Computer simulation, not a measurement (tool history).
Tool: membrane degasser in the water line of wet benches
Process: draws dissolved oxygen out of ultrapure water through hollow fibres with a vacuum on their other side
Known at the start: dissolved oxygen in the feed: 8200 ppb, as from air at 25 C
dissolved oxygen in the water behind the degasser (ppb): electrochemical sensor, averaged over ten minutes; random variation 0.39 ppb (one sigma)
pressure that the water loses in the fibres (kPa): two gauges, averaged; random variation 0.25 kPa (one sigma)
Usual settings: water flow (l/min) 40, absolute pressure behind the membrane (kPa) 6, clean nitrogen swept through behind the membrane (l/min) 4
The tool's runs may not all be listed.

| run | hour | water flow (l/min) | absolute pressure behind the membrane (kPa) | clean nitrogen swept through behind the membrane (l/min) | dissolved oxygen in the water behind the degasser (ppb) | pressure that the water loses in the fibres (kPa) |
|---|---|---|---|---|---|---|
| 1 | 0 | 40 | 6 | 4 | 70 | 66.39 |
| 2 | 58.4 | 40 | 6 | 4 | 70.2 | 65.99 |
| 3 | 172.9 | 40 | 6 | 4 | 69.7 | 66.35 |
| 4 | 304.4 | 40 | 6 | 6.16 | 48.1 | 66.71 |
| 5 | 380.6 | 40 | 6 | 6.16 | 48.3 | 66.48 |
| 6 | 493.1 | 40 | 6 | 6.16 | 48.4 | 66.51 |
| 7 | 573.7 | 40 | 6 | 4 | 70.8 | 66.42 |
| 8 | 651.8 | 40 | 6 | 4 | 70.1 | 65.73 |
| 9 | 751.2 | 40 | 6 | 4 | 69.1 | 66.6 |
|  | 851.5 | vacuum gauge calibrated |
| 10 | 870.5 | 40 | 6 | 6.17 | 48 | 66.47 |
| 11 | 945.4 | 40 | 6 | 6.17 | 47.5 | 66.21 |
| 12 | 1040.6 | 40 | 6 | 6.17 | 48.3 | 66.48 |
| 13 | 1107.3 | 62 | 3.6 | 6.17 | 42.1 | 102.85 |
| 14 | 1234.3 | 42 | 6.66 | 4 | 90.1 | 70.03 |
| 15 | 1298.2 | 42 | 6.66 | 4 | 90.7 | 69.41 |
| 16 | 1388 | 42 | 6.66 | 4 | 90.1 | 69.41 |
| 17 | 1446.1 | 48 | 4.82 | 4 | 56.8 | 79.69 |

Some steps in dissolved oxygen in the water behind the degasser (ppb) between neighbouring runs. How much of each would the tool show without its hidden state too (settings, what came in, random variation), and how much is left for the hidden state, with any gauge scatter that isn't in both results?
The hidden state here: membrane still open, %; true pressure behind the membrane over the reading, kPa; air that leaks in behind the membrane, l/min; drift of the gauge itself on oxygen_ppb, %; drift of the gauge itself on loss_of_pressure_kpa, %.
Run 13 -> 14: water flow (l/min) 62 -> 42, absolute pressure behind the membrane (kPa) 3.6 -> 6.66, clean nitrogen swept through behind the membrane (l/min) 6.17 -> 4. dissolved oxygen in the water behind the degasser (ppb) +48: hidden state +0.4, all else +47.6.
